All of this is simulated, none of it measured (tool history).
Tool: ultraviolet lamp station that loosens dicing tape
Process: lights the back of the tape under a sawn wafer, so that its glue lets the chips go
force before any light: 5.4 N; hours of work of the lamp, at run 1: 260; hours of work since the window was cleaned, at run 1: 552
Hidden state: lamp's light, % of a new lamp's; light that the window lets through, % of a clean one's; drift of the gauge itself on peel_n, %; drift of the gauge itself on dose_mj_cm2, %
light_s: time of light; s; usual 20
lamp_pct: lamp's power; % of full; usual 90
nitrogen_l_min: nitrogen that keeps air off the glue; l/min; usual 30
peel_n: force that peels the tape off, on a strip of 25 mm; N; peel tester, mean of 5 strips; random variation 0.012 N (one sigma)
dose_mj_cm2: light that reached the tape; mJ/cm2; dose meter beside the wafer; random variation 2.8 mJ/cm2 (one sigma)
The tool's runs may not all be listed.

| run | day | light_s | lamp_pct | nitrogen_l_min | hours of work of the lamp | hours of work since the window was cleaned | peel_n | dose_mj_cm2 |
|---|---|---|---|---|---|---|---|---|
| 1 | 0.000 | 20 | 90 | 30 | 260 | 552 | 0.649 | 354 |
| 2 | 0.504 | 20 | 90 | 26 | 268 | 561 | 0.744 | 355 |
| 3 | 0.925 | 20 | 90 | 26 | 275 | 568 | 0.735 | 358 |
| 4 | 1.442 | 20 | 90 | 26 | 283 | 576 | 0.784 | 354 |
| 5 | 1.896 | 20 | 90 | 26 | 291 | 584 | 0.778 | 353 |
|  | 1.950 | window cleaned of glue's vapour |
| 6 | 2.433 | 20 | 90 | 30 | 299 | 8 | 0.720 | 339 |
| 7 | 2.975 | 20 | 90 | 30 | 308 | 17 | 0.723 | 339 |
| 8 | 3.379 | 20 | 92 | 30 | 315 | 24 | 0.703 | 342 |
| 9 | 3.929 | 12 | 65 | 31 | 324 | 33 | 2.224 | 148 |
| 10 | 4.183 | 19 | 73 | 30 | 328 | 37 | 1.124 | 261 |
| 11 | 4.633 | 25 | 72 | 9 | 336 | 44 | 1.475 | 337 |
| 12 | 4.925 | 32 | 71 | 14 | 340 | 49 | 0.816 | 420 |
| 13 | 5.179 | 13 | 65 | 31 | 345 | 53 | 2.042 | 155 |

Forecast each of these 3 alternatives for the next run:
|  | 5.321 | window cleaned of glue's vapour, once more |
| A | 5.721 | 13 | 73 | 18 | 353 | 7 | ? | ? |
|  | 5.321 | window cleaned of glue's vapour, once more |
| B | 5.721 | 28 | 86 | 48 | 353 | 7 | ? | ? |
|  | 5.321 | window cleaned of glue's vapour, once more |
| C | 5.721 | 20 | 76 | 16 | 353 | 7 | ? | ? |

| run | peel_n | dose_mj_cm2 |
|---|---|---|
| A | 2.052 | 189 |
| B | 0.286 | 486 |
| C | 1.258 | 306 |
Without the tool's hidden state the same runs would have given:
| run | peel_n | dose_mj_cm2 |
|---|---|---|
| A | 1.859 | 209 |
| B | 0.237 | 537 |
| C | 1.090 | 338 |

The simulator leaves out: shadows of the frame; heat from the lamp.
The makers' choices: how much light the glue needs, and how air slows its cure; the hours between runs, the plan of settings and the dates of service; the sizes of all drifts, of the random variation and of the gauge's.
